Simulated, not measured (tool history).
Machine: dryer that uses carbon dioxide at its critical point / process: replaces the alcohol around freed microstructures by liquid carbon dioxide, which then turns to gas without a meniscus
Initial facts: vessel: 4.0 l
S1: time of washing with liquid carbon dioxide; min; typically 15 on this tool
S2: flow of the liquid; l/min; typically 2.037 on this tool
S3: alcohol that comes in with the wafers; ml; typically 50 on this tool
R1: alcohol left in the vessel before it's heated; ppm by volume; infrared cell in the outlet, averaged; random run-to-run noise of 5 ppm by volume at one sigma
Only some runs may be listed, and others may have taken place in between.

{"run": 1, "hour": 0.0, "S1": 15, "S2": 2.037, "S3": 50, "R1": 49}
{"run": 2, "hour": 54.5, "S1": 15, "S2": 2.037, "S3": 28, "R1": 49}
{"run": 3, "hour": 123.8, "S1": 15, "S2": 2.037, "S3": 50, "R1": 76}
{"run": 4, "hour": 164.1, "S1": 17, "S2": 2.037, "S3": 50, "R1": 59}
{"run": 5, "hour": 232.3, "S1": 17, "S2": 2.037, "S3": 50, "R1": 62}
{"run": 6, "hour": 300.9, "S1": 17, "S2": 2.037, "S3": 50, "R1": 67}
{"run": 7, "hour": 343.2, "S1": 17, "S2": 2.037, "S3": 50, "R1": 83}
{"run": 8, "hour": 405.5, "S1": 17, "S2": 2.037, "S3": 50, "R1": 87}
{"hour": 425.7, "done": "inlet filter changed"}
{"run": 9, "hour": 472.4, "S1": 21, "S2": 2.037, "S3": 50, "R1": 52}
{"run": 10, "hour": 530.8, "S1": 15, "S2": 2.037, "S3": 23, "R1": 67}
{"run": 11, "hour": 596.4, "S1": 15, "S2": 2.037, "S3": 50, "R1": 98}
{"run": 12, "hour": 636.5, "S1": 15, "S2": 2.037, "S3": 50, "R1": 110}
{"run": 13, "hour": 691.6, "S1": 10, "S2": 2.037, "S3": 50, "R1": 391}
{"run": 14, "hour": 745.4, "S1": 10, "S2": 2.01, "S3": 50, "R1": 438}
{"run": 15, "hour": 792.5, "S1": 10, "S2": 2.01, "S3": 50, "R1": 483}
{"run": 16, "hour": 834.9, "S1": 10, "S2": 2.01, "S3": 50, "R1": 518}
{"hour": 852.8, "done": "inlet filter changed"}
{"run": 17, "hour": 888.2, "S1": 10, "S2": 2.01, "S3": 50, "R1": 322}
{"run": 18, "hour": 934.1, "S1": 10, "S2": 2.01, "S3": 50, "R1": 346}
{"run": 19, "hour": 998.0, "S1": 14, "S2": 2.67, "S3": 50, "R1": 78}
{"run": 20, "hour": 1058.1, "S1": 21, "S2": 2.6, "S3": 72, "R1": 74}

Expected results for the next run?
{"run": 21, "hour": 1090.2, "S1": 20, "S2": 1.5, "S3": 26, "R1": "?"}

For run 21 the tool returned R1 104 ppm by volume.
Without the tool's hidden state the same run would have given R1 18 ppm by volume.
